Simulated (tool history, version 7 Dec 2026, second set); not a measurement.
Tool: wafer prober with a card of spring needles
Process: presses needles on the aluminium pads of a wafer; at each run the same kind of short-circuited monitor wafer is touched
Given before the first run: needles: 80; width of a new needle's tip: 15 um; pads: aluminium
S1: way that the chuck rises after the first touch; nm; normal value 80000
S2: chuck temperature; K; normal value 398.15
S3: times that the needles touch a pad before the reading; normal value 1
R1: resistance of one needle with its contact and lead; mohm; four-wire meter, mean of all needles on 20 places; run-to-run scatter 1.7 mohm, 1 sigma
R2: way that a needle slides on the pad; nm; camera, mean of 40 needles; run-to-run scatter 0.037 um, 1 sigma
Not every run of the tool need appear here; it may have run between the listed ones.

Run 1, hour 0: usual settings. Result: R1 174 mohm, R2 17350 nm.
Run 2, hour 11.6: usual settings but S1 81000 nm. Result: R1 174 mohm, R2 17500 nm.
At hour 13.1: tips cleaned on abrasive film.
Run 3, hour 21.7: usual settings but S1 88000 nm. Result: R1 173 mohm, R2 19010 nm.
At hour 28.9: tips cleaned on abrasive film.
Run 4, hour 31.8: usual settings but S1 88000 nm. Result: R1 171 mohm, R2 19020 nm.
Run 5, hour 42.9: usual settings but S1 88000 nm. Result: R1 172 mohm, R2 19000 nm.
At hour 44.5: tips cleaned on abrasive film.
At hour 44.8: height of the first contact set anew.
Run 6, hour 53.1: usual settings but S1 88000 nm. Result: R1 173 mohm, R2 18920 nm.
At hour 60.9: tips cleaned on abrasive film.
Run 7, hour 64.8: usual settings but S1 88000 nm. Result: R1 171 mohm, R2 18960 nm.
At hour 75.6: tips cleaned on abrasive film.
Run 8, hour 85.3: usual settings but S1 88000 nm. Result: R1 173 mohm, R2 18900 nm.
At hour 91: tips cleaned on abrasive film.
Run 9, hour 96.1: usual settings but S3 2. Result: R1 173 mohm, R2 17180 nm.
At hour 106: tips cleaned on abrasive film.
Run 10, hour 109.1: usual settings but S3 2. Result: R1 174 mohm, R2 17160 nm.
At hour 120.5: tips cleaned on abrasive film.
Run 11, hour 128: usual settings but S3 2. Result: R1 172 mohm, R2 17130 nm.
At hour 135: tips cleaned on abrasive film.
Run 12, hour 141.7: usual settings but S3 2. Result: R1 173 mohm, R2 17150 nm.
At hour 150.3: tips cleaned on abrasive film.
Run 13, hour 150.3: usual settings but S3 2. Result: R1 175 mohm, R2 17100 nm.
At hour 165.6: tips cleaned on abrasive film.
Run 14, hour 167.7: usual settings but S3 2. Result: R1 172 mohm, R2 17080 nm.
Run 15, hour 179.6: usual settings but S1 89000 nm, S2 348.15 K. Result: R1 161 mohm, R2 18990 nm.
At hour 181.1: tips cleaned on abrasive film.
At hour 196.9: tips cleaned on abrasive film.
Run 16, hour 197.5: usual settings but S2 309.15 K, S3 2. Result: R1 158 mohm, R2 17080 nm.
At hour 211.8: tips cleaned on abrasive film.
Run 17, hour 211.8: usual settings but S1 93000 nm, S2 309.15 K, S3 2. Result: R1 154 mohm, R2 19720 nm.
Run 18, hour 223.7: usual settings but S1 93000 nm, S2 309.15 K, S3 2. Result: R1 155 mohm, R2 19770 nm.
At hour 227.5: tips cleaned on abrasive film.
Run 19, hour 233.5: usual settings but S1 61000 nm, S2 305.15 K, S3 2. Result: R1 158 mohm, R2 12950 nm.
At hour 242.6: tips cleaned on abrasive film.
Run 20, hour 251.2: usual settings but S1 64000 nm, S2 321.15 K, S3 2. Result: R1 160 mohm, R2 13540 nm.
At hour 257.3: tips cleaned on abrasive film.
Run 21, hour 271.2: usual settings but S1 72000 nm. Result: R1 171 mohm, R2 15240 nm.
At hour 272.3: tips cleaned on abrasive film.
At hour 288: tips cleaned on abrasive film.
Run 22, hour 288.6: usual settings but S1 72000 nm. Result: R1 173 mohm, R2 15190 nm.
At hour 302.6: tips cleaned on abrasive film.
Run 23, hour 307.7: usual settings but S1 72000 nm, S2 335.15 K. Result: R1 160 mohm, R2 15240 nm.
At hour 317.3: tips cleaned on abrasive film.
Run 24, hour 322.3: usual settings but S2 313.15 K, S3 2. Result: R1 158 mohm, R2 16900 nm.
At hour 332.2: tips cleaned on abrasive film.
Run 25, hour 343: usual settings but S1 83000 nm, S2 310.15 K. Result: R1 159 mohm, R2 17500 nm.
At hour 347: tips cleaned on abrasive film.
At hour 347.3: height of the first contact set anew.
Run 26, hour 352.7: usual settings but S1 83000 nm, S2 360.15 K, S3 2. Result: R1 163 mohm, R2 17430 nm.

Run 27 is up next; what results do you expect?
At hour 357.8: gauge calibrated.
At hour 362.7: tips cleaned on abrasive film.
Run 27, hour 373.5: usual settings but S1 76000 nm, S2 369.15 K. Result: R1 ?, R2 ?.

{"run 27": {"R1": 167, "R2": 16400}}
With the hidden condition absent and the run-to-run variation left alone, this run would have shown R1 166 mohm, R2 16420 nm.
